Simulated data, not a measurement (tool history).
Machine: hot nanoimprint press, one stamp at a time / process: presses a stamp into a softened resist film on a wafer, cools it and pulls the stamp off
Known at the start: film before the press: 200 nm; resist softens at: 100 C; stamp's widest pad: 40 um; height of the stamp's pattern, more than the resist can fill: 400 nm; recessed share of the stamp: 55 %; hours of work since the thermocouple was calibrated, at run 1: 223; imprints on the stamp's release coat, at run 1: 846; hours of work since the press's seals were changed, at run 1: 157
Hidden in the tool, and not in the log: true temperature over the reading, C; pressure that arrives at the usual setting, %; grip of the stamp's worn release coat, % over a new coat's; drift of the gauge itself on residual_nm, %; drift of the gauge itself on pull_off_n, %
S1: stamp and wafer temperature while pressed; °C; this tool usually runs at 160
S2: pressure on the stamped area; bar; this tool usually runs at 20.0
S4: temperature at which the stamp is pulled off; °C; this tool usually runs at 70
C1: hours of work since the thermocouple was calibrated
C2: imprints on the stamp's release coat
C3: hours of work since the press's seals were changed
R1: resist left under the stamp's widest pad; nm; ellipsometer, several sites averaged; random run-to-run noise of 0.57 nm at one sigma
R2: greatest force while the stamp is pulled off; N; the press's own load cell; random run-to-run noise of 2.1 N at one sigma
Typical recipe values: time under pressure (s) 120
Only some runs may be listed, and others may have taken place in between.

{"run": 1, "hour": 0.0, "S1": 160, "S2": 20.0, "time under pressure (s)": 120, "S4": 70, "C1": 223, "C2": 846, "C3": 157, "R1": 81.8, "R2": 113}
{"run": 2, "hour": 6.3, "S1": 160, "S2": 17.4, "time under pressure (s)": 120, "S4": 70, "C1": 225, "C2": 864, "C3": 160, "R1": 88.3, "R2": 114}
{"run": 3, "hour": 14.3, "S1": 160, "S2": 17.4, "time under pressure (s)": 120, "S4": 70, "C1": 229, "C2": 887, "C3": 164, "R1": 88.0, "R2": 112}
{"run": 4, "hour": 25.7, "S1": 160, "S2": 17.4, "time under pressure (s)": 120, "S4": 70, "C1": 234, "C2": 920, "C3": 169, "R1": 87.3, "R2": 115}
{"run": 5, "hour": 33.5, "S1": 160, "S2": 17.4, "time under pressure (s)": 120, "S4": 70, "C1": 238, "C2": 943, "C3": 172, "R1": 87.7, "R2": 117}
{"run": 6, "hour": 38.8, "S1": 160, "S2": 17.4, "time under pressure (s)": 120, "S4": 70, "C1": 240, "C2": 958, "C3": 175, "R1": 87.8, "R2": 113}
{"run": 7, "hour": 48.0, "S1": 160, "S2": 17.4, "time under pressure (s)": 120, "S4": 70, "C1": 244, "C2": 984, "C3": 179, "R1": 87.9, "R2": 112}
{"run": 8, "hour": 54.9, "S1": 160, "S2": 17.4, "time under pressure (s)": 62, "S4": 70, "C1": 247, "C2": 1004, "C3": 182, "R1": 110.0, "R2": 113}
{"run": 9, "hour": 64.5, "S1": 160, "S2": 17.4, "time under pressure (s)": 62, "S4": 70, "C1": 252, "C2": 1032, "C3": 186, "R1": 109.5, "R2": 118}
{"run": 10, "hour": 75.9, "S1": 160, "S2": 17.4, "time under pressure (s)": 62, "S4": 70, "C1": 257, "C2": 1065, "C3": 191, "R1": 110.0, "R2": 117}
{"run": 11, "hour": 87.3, "S1": 160, "S2": 17.4, "time under pressure (s)": 62, "S4": 70, "C1": 262, "C2": 1098, "C3": 197, "R1": 110.8, "R2": 119}
{"run": 12, "hour": 94.0, "S1": 160, "S2": 28.6, "time under pressure (s)": 62, "S4": 70, "C1": 265, "C2": 1117, "C3": 200, "R1": 85.9, "R2": 115}
{"run": 13, "hour": 99.3, "S1": 160, "S2": 20.0, "time under pressure (s)": 120, "S4": 70, "C1": 267, "C2": 1133, "C3": 202, "R1": 82.5, "R2": 117}
{"run": 14, "hour": 106.7, "S1": 160, "S2": 20.0, "time under pressure (s)": 120, "S4": 70, "C1": 271, "C2": 1154, "C3": 205, "R1": 82.1, "R2": 114}
{"run": 15, "hour": 115.3, "S1": 160, "S2": 20.0, "time under pressure (s)": 120, "S4": 70, "C1": 275, "C2": 1179, "C3": 209, "R1": 83.2, "R2": 119}
{"run": 16, "hour": 123.5, "S1": 160, "S2": 20.0, "time under pressure (s)": 120, "S4": 70, "C1": 278, "C2": 1203, "C3": 213, "R1": 81.9, "R2": 118}
{"run": 17, "hour": 133.8, "S1": 167, "S2": 20.0, "time under pressure (s)": 120, "S4": 74, "C1": 283, "C2": 1233, "C3": 218, "R1": 62.2, "R2": 107}
{"run": 18, "hour": 142.1, "S1": 169, "S2": 24.1, "time under pressure (s)": 120, "S4": 56, "C1": 287, "C2": 1257, "C3": 221, "R1": 52.7, "R2": 155}
{"run": 19, "hour": 148.2, "S1": 169, "S2": 15.0, "time under pressure (s)": 120, "S4": 56, "C1": 289, "C2": 1274, "C3": 224, "R1": 68.7, "R2": 157}
{"run": 20, "hour": 158.1, "S1": 169, "S2": 15.0, "time under pressure (s)": 120, "S4": 63, "C1": 294, "C2": 1303, "C3": 228, "R1": 68.1, "R2": 144}
{"run": 21, "hour": 163.7, "S1": 150, "S2": 14.2, "time under pressure (s)": 120, "S4": 63, "C1": 296, "C2": 1319, "C3": 231, "R1": 140.2, "R2": 136}
{"run": 22, "hour": 175.2, "S1": 160, "S2": 18.8, "time under pressure (s)": 120, "S4": 70, "C1": 301, "C2": 1352, "C3": 236, "R1": 86.3, "R2": 123}
{"run": 23, "hour": 183.3, "S1": 160, "S2": 20.0, "time under pressure (s)": 120, "S4": 70, "C1": 305, "C2": 1376, "C3": 240, "R1": 81.5, "R2": 125}
{"run": 24, "hour": 193.6, "S1": 160, "S2": 20.0, "time under pressure (s)": 120, "S4": 70, "C1": 310, "C2": 1406, "C3": 244, "R1": 82.2, "R2": 119}
{"run": 25, "hour": 200.1, "S1": 158, "S2": 19.7, "time under pressure (s)": 142, "S4": 70, "C1": 313, "C2": 1424, "C3": 247, "R1": 84.4, "R2": 125}
{"run": 26, "hour": 206.9, "S1": 158, "S2": 19.7, "time under pressure (s)": 142, "S4": 70, "C1": 316, "C2": 1444, "C3": 250, "R1": 85.2, "R2": 124}
{"run": 27, "hour": 213.0, "S1": 158, "S2": 19.7, "time under pressure (s)": 142, "S4": 70, "C1": 318, "C2": 1462, "C3": 253, "R1": 85.2, "R2": 124}
{"run": 28, "hour": 223.5, "S1": 166, "S2": 13.9, "time under pressure (s)": 115, "S4": 72, "C1": 323, "C2": 1492, "C3": 258, "R1": 81.1, "R2": 119}
{"run": 29, "hour": 228.5, "S1": 166, "S2": 13.9, "time under pressure (s)": 115, "S4": 72, "C1": 325, "C2": 1507, "C3": 260, "R1": 79.9, "R2": 121}

Measured less the same run without the tool's hidden state. The same run-to-run variation is in both; the gauge's scatter may not be:
run=1 R1=+1.8 R2=+19
run=2 R1=+1.9 R2=+20
run=3 R1=+2.0 R2=+19
run=4 R1=+2.0 R2=+20
run=5 R1=+2.0 R2=+21
run=6 R1=+2.1 R2=+21
run=7 R1=+2.1 R2=+21
run=8 R1=+2.3 R2=+22
run=9 R1=+2.4 R2=+23
run=10 R1=+2.5 R2=+24
run=11 R1=+2.5 R2=+25
run=12 R1=+2.4 R2=+24
run=13 R1=+2.2 R2=+25
run=14 R1=+2.3 R2=+25
run=15 R1=+2.3 R2=+26
run=16 R1=+2.4 R2=+26
run=17 R1=+1.8 R2=+25
run=18 R1=+1.6 R2=+36
run=19 R1=+1.9 R2=+36
run=20 R1=+1.9 R2=+34
run=21 R1=+3.2 R2=+32
run=22 R1=+2.6 R2=+30
run=23 R1=+2.6 R2=+31
run=24 R1=+2.6 R2=+31
run=25 R1=+2.8 R2=+32
run=26 R1=+2.8 R2=+32
run=27 R1=+2.9 R2=+32
run=28 R1=+2.4 R2=+32
run=29 R1=+2.5 R2=+32
